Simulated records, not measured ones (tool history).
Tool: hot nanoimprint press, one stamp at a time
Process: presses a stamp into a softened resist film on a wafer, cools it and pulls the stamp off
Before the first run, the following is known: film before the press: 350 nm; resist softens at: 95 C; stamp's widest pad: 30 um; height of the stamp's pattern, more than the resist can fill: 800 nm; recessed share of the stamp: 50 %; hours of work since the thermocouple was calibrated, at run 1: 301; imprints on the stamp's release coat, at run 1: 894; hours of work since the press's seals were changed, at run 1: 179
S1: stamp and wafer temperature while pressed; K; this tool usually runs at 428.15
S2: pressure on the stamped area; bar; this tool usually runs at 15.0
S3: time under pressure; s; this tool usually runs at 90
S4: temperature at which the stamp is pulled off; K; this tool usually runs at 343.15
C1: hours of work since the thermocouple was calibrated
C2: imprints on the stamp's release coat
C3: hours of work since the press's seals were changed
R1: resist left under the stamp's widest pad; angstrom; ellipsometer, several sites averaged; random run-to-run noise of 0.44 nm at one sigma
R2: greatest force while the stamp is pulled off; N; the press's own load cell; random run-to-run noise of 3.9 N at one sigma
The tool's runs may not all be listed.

run	day	S1	S2	S3	S4	C1	C2	C3	R1	R2
1	0.000	428.15	15.0	90	343.15	301	894	179	1826	184
2	0.417	428.15	15.0	90	343.15	305	924	183	1826	193
3	1.042	428.15	15.0	90	343.15	311	969	189	1831	189
4	1.338	428.15	15.0	90	328.15	314	990	192	1837	230
5	1.638	428.15	15.0	90	343.15	317	1012	195	1818	193
6	2.171	428.15	15.0	90	343.15	322	1051	200	1830	188
7	2.833	428.15	9.8	90	343.15	328	1098	206	2238	185
8	3.112	428.15	15.0	90	343.15	331	1118	209	1825	189
9	3.521	428.15	15.0	90	343.15	335	1148	213	1828	196
10	4.133	428.15	15.0	45	343.15	341	1192	219	2227	190
# day 4.883: plate thermocouple calibrated
11	4.908	428.15	15.0	45	343.15	0	1239	225	2233	190
12	5.525	428.15	15.0	45	343.15	6	1283	231	2228	188
13	5.888	428.15	15.0	45	343.15	10	1309	235	2235	188
14	6.388	428.15	15.0	163	343.15	15	1345	239	1497	187
15	6.921	428.15	15.0	163	343.15	20	1384	245	1503	190
16	7.479	428.15	14.9	90	340.15	25	1424	250	1817	208
17	7.858	417.15	15.0	162	343.15	29	1451	254	2356	193
# day 8.588: stamp cleaned and given a new release coat
18	8.767	428.15	10.8	166	335.15	35	13	260	1766	213
19	9.050	428.15	10.8	166	335.15	38	33	263	1773	217
20	9.692	417.15	13.0	166	335.15	44	80	269	2467	209
21	10.300	428.15	17.3	50	344.15	50	123	275	2012	184
22	10.675	425.15	17.3	50	344.15	54	150	278	2245	177
23	11.221	425.15	10.5	54	344.15	59	190	284	2633	185
24	11.779	425.15	10.5	54	344.15	64	230	289	2639	178
25	12.229	425.15	10.5	54	344.15	69	263	294	2633	190
26	12.529	425.15	10.5	54	344.15	72	284	296	2643	188
27	13.167	428.15	15.0	68	344.15	78	330	303	1961	188
# day 13.229: gauge calibrated
28	13.450	424.15	15.0	68	344.15	80	350	305	2302	184
29	13.867	428.15	15.0	100	343.15	84	380	309	1768	187

The next listed run, before its measurement:
30	14.188	428.15	15.0	62	337.15	88	404	312	?	?

{"run 30": {"R1": 2051, "R2": 209}}
The same run, on a tool lacking any hidden state, would have yielded R1 2053 angstrom, R2 208 N.
